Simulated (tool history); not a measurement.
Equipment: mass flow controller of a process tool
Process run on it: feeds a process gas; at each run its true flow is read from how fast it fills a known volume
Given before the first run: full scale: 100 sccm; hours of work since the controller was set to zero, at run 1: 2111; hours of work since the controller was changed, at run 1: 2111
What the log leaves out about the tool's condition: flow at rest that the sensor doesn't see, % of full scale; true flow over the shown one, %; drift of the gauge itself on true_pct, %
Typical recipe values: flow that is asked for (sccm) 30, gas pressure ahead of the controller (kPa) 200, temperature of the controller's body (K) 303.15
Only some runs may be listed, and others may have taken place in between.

run,hour,flow that is asked for (sccm),gas pressure ahead of the controller (kPa),temperature of the controller's body (K),hours of work since the controller was set to zero,hours of work since the controller was changed,true flow (%)
1,0,30,200,303.15,2111,2111,98.56
2,87.1,30,200,303.15,2149,2149,98.5
3,152.4,30,200,303.15,2177,2177,98.58
4,258.6,30,200,303.15,2223,2223,98.63
5,327.6,30,200,303.15,2252,2252,98.67
6,427.4,30,200,303.15,2295,2295,98.84
7,505.4,30,200,303.15,2329,2329,98.72
8,652.4,30,200,303.15,2393,2393,98.73
9,810.5,30,200,300.15,2461,2461,99.09
10,889.3,30,280,300.15,2495,2495,99.21
11,1046.4,25,200,303.15,2563,2563,99.16
12,1165.8,25,200,303.15,2614,2614,99.06
13,1312.3,25,200,303.15,2677,2677,99.11
14,1465.2,74,200,303.15,2743,2743,98.56
15,1544,74,200,303.15,2777,2777,98.66
16,1612.2,30,200,303.15,2807,2807,98.9
17,1707,30,200,303.15,2848,2848,98.9
18,1849.8,30,200,303.15,2909,2909,99
19,1994,30,200,303.15,2972,2972,99.12
20,2094.3,30,200,303.15,3015,3015,99.02
21,2167.5,30,200,303.15,3046,3046,99.11
22,2306.2,30,200,303.15,3106,3106,99
23,2449.5,30,200,303.15,3168,3168,99.18
24,2565.7,30,181,303.15,3218,3218,98.99
25,2696.9,11,168,303.15,3275,3275,103.22
26,2772.7,32,225,306.15,3308,3308,98.74
27,2857.8,30,172,303.15,3344,3344,99.04
28,2994.7,30,200,300.15,3403,3403,99.41
29,3078.2,30,200,300.15,3440,3440,99.49
30,3216.6,30,200,300.15,3499,3499,99.62
31,3284.2,30,164,310.15,3528,3528,98.46
32,3373.4,30,164,310.15,3567,3567,98.4
33,3468.3,22,273,298.15,3608,3608,100.86
34,3562.4,96,273,309.15,3649,3649,98.37
35,3654.7,13,167,309.15,3688,3688,102.04
36,3721.2,36,147,297.15,3717,3717,99.6
37,3818.8,30,227,312.15,3759,3759,98.43
38,3930.7,30,227,312.15,3807,3807,98.37
39,4065.5,30,227,312.15,3866,3866,98.49
40,4194.7,58,201,304.15,3921,3921,98.47
41,4270.9,10,148,303.15,3954,3954,105.06
42,4348.4,27,217,310.15,3988,3988,98.91
43,4498.2,84,267,309.15,4052,4052,98.21
44,4647.9,84,267,309.15,4117,4117,98.1
45,4754,94,212,296.15,4163,4163,99.55
46,4907.2,94,212,296.15,4229,4229,99.45
# hour 4937.1: controller's zero set anew
47,4998.3,38,150,302.15,26,4268,96.4
48,5079.8,38,150,302.15,62,4303,96.42

What differs in the tool's unlogged condition from the final listed run ahead of each entry between runs to the first listed run following it?
Run 46 -> run 47: controller's zero set anew (hour 4937.1)
  flow at rest that the sensor doesn't see, % of full scale: 1.001 -> 0.042; true flow over the shown one, %: -1.67 -> -1.68
  measured less the result without the state, true flow (%): -0.6 -> -1.57

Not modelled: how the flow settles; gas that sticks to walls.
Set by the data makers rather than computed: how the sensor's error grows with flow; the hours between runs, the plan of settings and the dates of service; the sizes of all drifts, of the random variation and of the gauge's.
